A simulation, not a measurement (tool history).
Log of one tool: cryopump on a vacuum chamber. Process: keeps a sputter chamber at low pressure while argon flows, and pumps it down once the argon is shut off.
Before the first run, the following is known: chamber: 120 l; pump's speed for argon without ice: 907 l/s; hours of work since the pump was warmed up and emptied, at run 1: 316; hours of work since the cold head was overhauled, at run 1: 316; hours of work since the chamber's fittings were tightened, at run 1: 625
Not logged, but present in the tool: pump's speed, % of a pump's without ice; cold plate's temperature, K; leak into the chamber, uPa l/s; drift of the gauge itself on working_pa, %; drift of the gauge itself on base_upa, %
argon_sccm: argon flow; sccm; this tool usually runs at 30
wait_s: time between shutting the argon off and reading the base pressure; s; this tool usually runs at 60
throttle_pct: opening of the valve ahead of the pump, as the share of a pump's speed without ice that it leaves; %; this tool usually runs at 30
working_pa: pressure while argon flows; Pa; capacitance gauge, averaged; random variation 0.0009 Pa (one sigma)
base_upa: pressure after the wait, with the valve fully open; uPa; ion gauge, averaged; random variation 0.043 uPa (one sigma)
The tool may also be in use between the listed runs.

run,hour,argon_sccm,wait_s,throttle_pct,hours of work since the pump was warmed up and emptied,hours of work since the cold head was overhauled,hours of work since the chamber's fittings were tightened,working_pa,base_upa
1,0,30,60,30,316,316,625,0.1883,4.56
2,54.7,30,60,30,342,342,651,0.1896,4.69
3,94.4,30,60,30,360,360,670,0.1904,4.69
4,143.3,30,60,35,383,383,693,0.1645,4.92
5,188.2,18,60,30,404,404,714,0.1138,4.89
6,235.1,30,60,30,426,426,736,0.1911,5.12
7,263.7,29,60,30,440,440,749,0.1857,5.03
8,317.9,29,45,50,465,465,775,0.1125,5.81
9,368.4,57,67,27,489,489,798,0.4019,5.05
10,394.5,30,60,21,501,501,811,0.2709,5.2
11,451.9,36,60,21,528,528,838,0.3258,5.28
12,490.3,36,60,21,546,546,856,0.3241,5.37
13,533.4,36,60,21,567,567,876,0.3229,5.47

Results per run with the tool's hidden condition removed, run-to-run variation unchanged:
run,working_pa,base_upa
1,0.1851,2.51
2,0.1862,2.51
3,0.1867,2.48
4,0.1606,2.59
5,0.1114,2.51
6,0.1868,2.58
7,0.1814,2.51
8,0.108,3.23
9,0.3927,2.33
10,0.2659,2.49
11,0.3195,2.46
12,0.3176,2.5
13,0.3162,2.49

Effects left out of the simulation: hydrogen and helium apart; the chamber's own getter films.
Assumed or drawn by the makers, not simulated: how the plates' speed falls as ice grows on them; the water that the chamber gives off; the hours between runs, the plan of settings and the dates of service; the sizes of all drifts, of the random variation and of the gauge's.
